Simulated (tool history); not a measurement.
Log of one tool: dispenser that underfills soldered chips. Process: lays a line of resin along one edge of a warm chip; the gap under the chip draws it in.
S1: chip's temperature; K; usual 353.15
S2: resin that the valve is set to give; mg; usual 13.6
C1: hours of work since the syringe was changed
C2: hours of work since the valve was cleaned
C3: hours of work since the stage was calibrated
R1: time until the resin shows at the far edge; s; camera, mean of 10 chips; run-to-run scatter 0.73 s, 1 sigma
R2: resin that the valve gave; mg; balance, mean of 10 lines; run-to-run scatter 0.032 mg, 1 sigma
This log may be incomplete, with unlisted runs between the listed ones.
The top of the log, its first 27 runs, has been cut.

| run | hour | S1 | S2 | C1 | C2 | C3 | R1 | R2 |
|---|---|---|---|---|---|---|---|---|
|  | 156.6 | new syringe of resin |
| 28 | 156.6 | 357.15 | 17.2 | 0 | 47 | 284 | 58.1 | 16.87 |
| 29 | 160.7 | 353.15 | 15.2 | 3 | 50 | 287 | 78.7 | 14.78 |
| 30 | 164 | 353.15 | 15.2 | 5 | 52 | 289 | 86.3 | 14.77 |
|  | 169.3 | new syringe of resin |
| 31 | 169.3 | 339.15 | 14.6 | 0 | 56 | 293 | 123.4 | 14.21 |
| 32 | 173.9 | 360.15 | 13 | 3 | 59 | 296 | 62.5 | 12.69 |
|  | 182.3 | new syringe of resin |
| 33 | 182.3 | 360.15 | 13 | 0 | 65 | 302 | 55.1 | 12.65 |
| 34 | 189.4 | 359.15 | 14.2 | 5 | 70 | 307 | 68.5 | 13.77 |
|  | 194.6 | dispensing valve cleaned and set on the balance |
| 35 | 195.3 | 343.15 | 15.4 | 9 | 1 | 310 | 145.5 | 15.41 |

Here are 3 independent what-if runs from the current tool condition. What would each one return?
|  | 196.1 | new syringe of resin |
| A | 203.1 | 353.15 | 15.2 | 5 | 6 | 316 | ? | ? |
|  | 196.1 | new syringe of resin |
| B | 203.1 | 341.15 | 12.4 | 5 | 6 | 316 | ? | ? |
|  | 196.1 | new syringe of resin |
| C | 203.1 | 340.15 | 15.5 | 5 | 6 | 316 | ? | ? |

| run | R1 | R2 |
|---|---|---|
| A | 86.4 | 15.19 |
| B | 138.8 | 12.35 |
| C | 143.1 | 15.54 |
Stripped of hidden state, with their random variation kept, the same runs would have yielded:
| run | R1 | R2 |
|---|---|---|
| A | 66.3 | 15.22 |
| B | 105.9 | 12.38 |
| C | 109.3 | 15.57 |

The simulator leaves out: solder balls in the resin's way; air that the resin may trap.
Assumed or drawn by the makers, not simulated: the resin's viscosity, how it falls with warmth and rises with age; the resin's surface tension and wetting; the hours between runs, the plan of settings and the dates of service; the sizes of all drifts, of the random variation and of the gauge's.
